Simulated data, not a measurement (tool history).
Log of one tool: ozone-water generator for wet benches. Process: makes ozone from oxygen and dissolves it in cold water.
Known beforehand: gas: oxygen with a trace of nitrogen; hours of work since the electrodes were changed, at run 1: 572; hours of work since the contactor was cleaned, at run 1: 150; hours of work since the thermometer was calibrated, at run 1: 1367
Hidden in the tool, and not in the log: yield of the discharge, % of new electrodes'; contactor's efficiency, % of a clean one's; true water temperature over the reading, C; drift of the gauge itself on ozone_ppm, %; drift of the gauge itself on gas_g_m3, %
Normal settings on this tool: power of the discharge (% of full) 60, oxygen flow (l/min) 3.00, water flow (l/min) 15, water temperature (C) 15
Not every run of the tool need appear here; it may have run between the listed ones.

run    hour  power of the discharge (% of full)  oxygen flow (l/min)  water flow (l/min)  water temperature (C)  hours of work since the electrodes were changed  hours of work since the contactor was cleaned  hours of work since the thermometer was calibrated  dissolved ozone (ppm)  ozone in the gas ahead of the water (g/m3)
  1     0.0                                  60                 3.00                  15                     15                                              572                                            150                                                1367                   12.4                                       140.7
  2    39.1                                  60                 3.00                  15                     15                                              598                                            175                                                1392                   12.4                                       141.0
  3    80.8                                  60                 3.00                  15                     15                                              625                                            202                                                1419                   12.5                                       140.3
  4   110.1                                  60                 3.00                  15                     15                                              644                                            221                                                1438                   12.6                                       140.4
  5   133.8                                  60                 3.00                  15                     15                                              659                                            237                                                1453                   12.3                                       141.7
  6   167.5                                  60                 3.00                  15                     15                                              681                                            259                                                1475                   12.4                                       140.0
  7   215.1                                  60                 3.00                  15                     15                                              712                                            289                                                1506                   12.5                                       140.7
  8   244.1                                  60                 3.00                  15                     15                                              731                                            308                                                1525                   12.4                                       140.6
  9   292.6                                  75                 3.00                  15                     15                                              762                                            340                                                1556                   14.0                                       159.8
 10   334.3                                  60                 3.00                  15                     15                                              789                                            367                                                1583                   12.5                                       139.6
 11   358.4                                  60                 1.84                  15                     15                                              805                                            382                                                1599                   11.2                                       176.3
 12   395.5                                  60                 1.84                  15                     15                                              829                                            406                                                1623                   10.9                                       174.7
 13   441.0                                  60                 1.84                  15                     15                                              858                                            436                                                1652                   11.1                                       175.9
 14   467.8                                  60                 2.59                  15                     15                                              876                                            453                                                1670                   12.0                                       150.8
 15   520.0                                  60                 2.03                  15                     15                                              909                                            487                                                1704                   11.2                                       166.2
 16   562.3                                  60                 2.03                  15                     15                                              937                                            514                                                1731                   11.4                                       166.9
 17   591.7                                  60                 2.03                  15                     15                                              956                                            533                                                1750                   11.2                                       164.9
 18   623.4                                  60                 2.03                  15                     15                                              976                                            554                                                1771                   11.5                                       167.0
 19   665.5                                  41                 3.38                  14                     23                                             1004                                            581                                                1798                    9.5                                       104.9
 20   716.8                                  91                 3.00                  12                     15                                             1037                                            614                                                1831                   18.8                                       177.7
 21   748.0                                  60                 3.80                  15                     15                                             1057                                            635                                                1851                   12.7                                       123.2
 22   801.8                                  72                 3.80                  10                     15                                             1092                                            670                                                1886                   19.2                                       138.6
      805.5  -- water thermometer calibrated
 23   827.3                                  60                 3.05                  14                     15                                             1108                                            686                                                  14                   13.0                                       136.9
 24   857.2                                  42                 1.66                  22                     11                                             1128                                            705                                                  33                    5.6                                       147.8
 25   904.3                                  42                 1.66                  22                     11                                             1158                                            736                                                  64                    6.0                                       147.1
 26   928.5                                  42                 1.66                  22                     11                                             1174                                            751                                                  80                    6.0                                       147.8
 27   966.9                                  42                 1.66                  22                     11                                             1199                                            776                                                 105                    5.9                                       146.7
     1015.0  -- water thermometer calibrated, once more
 28  1017.2                                  54                 3.00                  15                      7                                             1231                                            808                                                   1                   12.7                                       129.6
 29  1064.1                                  60                 3.00                  16                     14                                             1261                                            839                                                  32                   11.8                                       137.8
 30  1094.6                                  77                 4.25                  16                     18                                             1281                                            859                                                  52                   13.6                                       135.5
 31  1122.0                                  85                 1.86                  18                     13                                             1299                                            876                                                  69                   11.4                                       211.8
 32  1160.6                                  45                 1.86                  18                     18                                             1324                                            901                                                  94                    7.6                                       146.3
 33  1213.7                                  59                 5.40                  12                     12                                             1358                                            936                                                 129                   15.9                                       104.2
 34  1267.2                                  73                 3.00                  15                     15                                             1393                                            970                                                 163                   13.5                                       153.7

3 ways to go on from here, each from the tool as it stands after run 34. What would each give?
  A  1302.6                                  41                 3.00                  15                     15                                             1416                                            993                                                 186                      ?                                           ?
  B  1302.6                                  41                 3.00                  15                     15                                             1416                                            993                                                 186                      ?                                           ?
  C  1302.6                                  77                 3.00                  18                     15                                             1416                                            993                                                 186                      ?                                           ?

run  dissolved ozone (ppm)  ozone in the gas ahead of the water (g/m3)
  A                    9.7                                       109.5
  B                    9.6                                       111.1
  C                   11.9                                       160.8
What these runs would have given with no unlogged condition in the tool:
run  dissolved ozone (ppm)  ozone in the gas ahead of the water (g/m3)
  A                   10.1                                       112.8
  B                   10.0                                       114.4
  C                   12.6                                       168.3

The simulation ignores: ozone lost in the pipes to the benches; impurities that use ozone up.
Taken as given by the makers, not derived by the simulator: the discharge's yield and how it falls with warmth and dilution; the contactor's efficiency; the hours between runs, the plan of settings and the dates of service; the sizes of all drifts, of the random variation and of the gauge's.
